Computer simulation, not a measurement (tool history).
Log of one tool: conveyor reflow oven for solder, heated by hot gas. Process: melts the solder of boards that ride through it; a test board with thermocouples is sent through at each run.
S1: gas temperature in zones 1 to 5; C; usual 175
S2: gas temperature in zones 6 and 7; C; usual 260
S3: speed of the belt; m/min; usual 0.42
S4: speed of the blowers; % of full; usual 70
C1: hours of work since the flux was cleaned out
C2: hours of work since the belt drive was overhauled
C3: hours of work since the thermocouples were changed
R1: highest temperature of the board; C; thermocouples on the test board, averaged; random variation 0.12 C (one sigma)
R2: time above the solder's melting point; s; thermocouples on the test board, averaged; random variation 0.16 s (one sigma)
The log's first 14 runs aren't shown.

run 15 hour=585.4 | S1=166 S2=260 S3=0.42 S4=70 | C1=315 C2=408 C3=67 | R1=246.1 R2=75.6
run 16 hour=615.9 | S1=175 S2=260 S3=0.432 S4=70 | C1=333 C2=426 C3=85 | R1=246.5 R2=78.5
run 17 hour=677.7 | S1=169 S2=260 S3=0.403 S4=70 | C1=369 C2=463 C3=121 | R1=247.6 R2=83.5
run 18 hour=716.5 | S1=169 S2=260 S3=0.403 S4=70 | C1=392 C2=485 C3=144 | R1=247.5 R2=83
run 19 hour=779.8 | S1=162 S2=262 S3=0.477 S4=65 | C1=429 C2=523 C3=181 | R1=241.1 R2=55.8
-- hour=810.9 flux residue cleaned out of gas plates and filters
run 20 hour=834.7 | S1=170 S2=260 S3=0.423 S4=70 | C1=14 C2=552 C3=211 | R1=247.8 R2=79.9
run 21 hour=896.6 | S1=171 S2=266 S3=0.42 S4=68 | C1=50 C2=589 C3=247 | R1=253.2 R2=86.6
run 22 hour=948 | S1=171 S2=266 S3=0.42 S4=68 | C1=81 C2=619 C3=277 | R1=253.2 R2=86.5
run 23 hour=989.9 | S1=186 S2=260 S3=0.37 S4=70 | C1=105 C2=644 C3=302 | R1=252.8 R2=109.7
run 24 hour=1052.7 | S1=186 S2=273 S3=0.37 S4=52 | C1=142 C2=680 C3=339 | R1=261.5 R2=116
run 25 hour=1080.9 | S1=179 S2=260 S3=0.403 S4=70 | C1=159 C2=697 C3=356 | R1=250.1 R2=92.5
run 26 hour=1146.2 | S1=168 S2=260 S3=0.403 S4=67 | C1=197 C2=736 C3=394 | R1=247.8 R2=83.4
run 27 hour=1177.7 | S1=168 S2=272 S3=0.346 S4=67 | C1=216 C2=754 C3=413 | R1=263.2 R2=116.3
run 28 hour=1217.6 | S1=179 S2=260 S3=0.346 S4=67 | C1=240 C2=778 C3=436 | R1=252.5 R2=112.9
run 29 hour=1261.7 | S1=179 S2=260 S3=0.346 S4=67 | C1=265 C2=804 C3=462 | R1=252.8 R2=112.5
run 30 hour=1298.7 | S1=179 S2=260 S3=0.346 S4=67 | C1=287 C2=825 C3=484 | R1=252.8 R2=113.2
run 31 hour=1326 | S1=175 S2=258 S3=0.42 S4=62 | C1=303 C2=841 C3=500 | R1=244.6 R2=78

Forecast each of these 4 alternatives for the next run:
run A hour=1365.4 | S1=162 S2=258 S3=0.479 S4=82 | C1=327 C2=865 C3=523 | R1=? R2=?
run B hour=1365.4 | S1=175 S2=262 S3=0.42 S4=70 | C1=327 C2=865 C3=523 | R1=? R2=?
run C hour=1365.4 | S1=175 S2=252 S3=0.396 S4=72 | C1=327 C2=865 C3=523 | R1=? R2=?
run D hour=1365.4 | S1=188 S2=260 S3=0.422 S4=70 | C1=327 C2=865 C3=523 | R1=? R2=?

run=A R1=242.9 R2=60.7
run=B R1=250.1 R2=85.7
run=C R1=242.8 R2=82.8
run=D R1=250.2 R2=93.1
Without the tool's hidden state the same runs would have given:
run=A R1=243.6 R2=62
run=B R1=250.4 R2=85.9
run=C R1=242.9 R2=83.2
run=D R1=250.3 R2=93
